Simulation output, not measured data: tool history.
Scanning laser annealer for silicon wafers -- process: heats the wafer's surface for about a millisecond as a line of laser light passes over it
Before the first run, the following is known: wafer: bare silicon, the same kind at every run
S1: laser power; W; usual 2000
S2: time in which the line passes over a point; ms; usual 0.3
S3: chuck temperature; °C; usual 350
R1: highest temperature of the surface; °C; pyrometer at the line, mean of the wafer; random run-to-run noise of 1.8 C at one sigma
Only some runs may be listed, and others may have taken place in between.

| run | hour | S1 | S2 | S3 | R1 |
|---|---|---|---|---|---|
| 1 | 0 | 2000 | 0.3 | 350 | 1010 |
| 2 | 16.6 | 2000 | 0.3 | 350 | 1009 |
| 3 | 26.5 | 2000 | 0.3 | 377 | 1038 |
|  | 35.2 | window over the wafer cleaned |
| 4 | 41.7 | 2000 | 0.3 | 377 | 1086 |
| 5 | 56.5 | 2000 | 0.306 | 350 | 1059 |
| 6 | 73.6 | 2000 | 0.3 | 383 | 1086 |
| 7 | 85 | 2000 | 0.233 | 383 | 1015 |
| 8 | 100.7 | 1811 | 0.3 | 350 | 970 |
| 9 | 111.3 | 1811 | 0.3 | 350 | 969 |
| 10 | 127.4 | 1811 | 0.3 | 350 | 973 |
| 11 | 139.2 | 2000 | 0.277 | 350 | 1021 |
| 12 | 150.2 | 2000 | 0.277 | 350 | 1026 |
| 13 | 163.9 | 1883 | 0.3 | 350 | 994 |
| 14 | 177.5 | 2000 | 0.3 | 383 | 1080 |
|  | 182 | laser's power meter calibrated |
|  | 189.5 | optics aligned, line set to its width |
| 15 | 193.1 | 2195 | 0.3 | 350 | 1148 |
| 16 | 209.1 | 2195 | 0.3 | 350 | 1151 |
| 17 | 217.5 | 1911 | 0.3 | 350 | 1019 |
|  | 228.8 | laser's power meter calibrated, once more |
| 18 | 228.8 | 1911 | 0.3 | 350 | 1020 |
| 19 | 244.9 | 1911 | 0.3 | 350 | 1015 |
| 20 | 252.5 | 1911 | 0.3 | 350 | 1018 |

Predict the results of run 21:
| 21 | 264.1 | 1781 | 0.352 | 350 | ? |

Run 21 gave R1 1003 °C.
Were there no unlogged condition in the tool, this run, its random variation unchanged, would have produced R1 1022 °C.
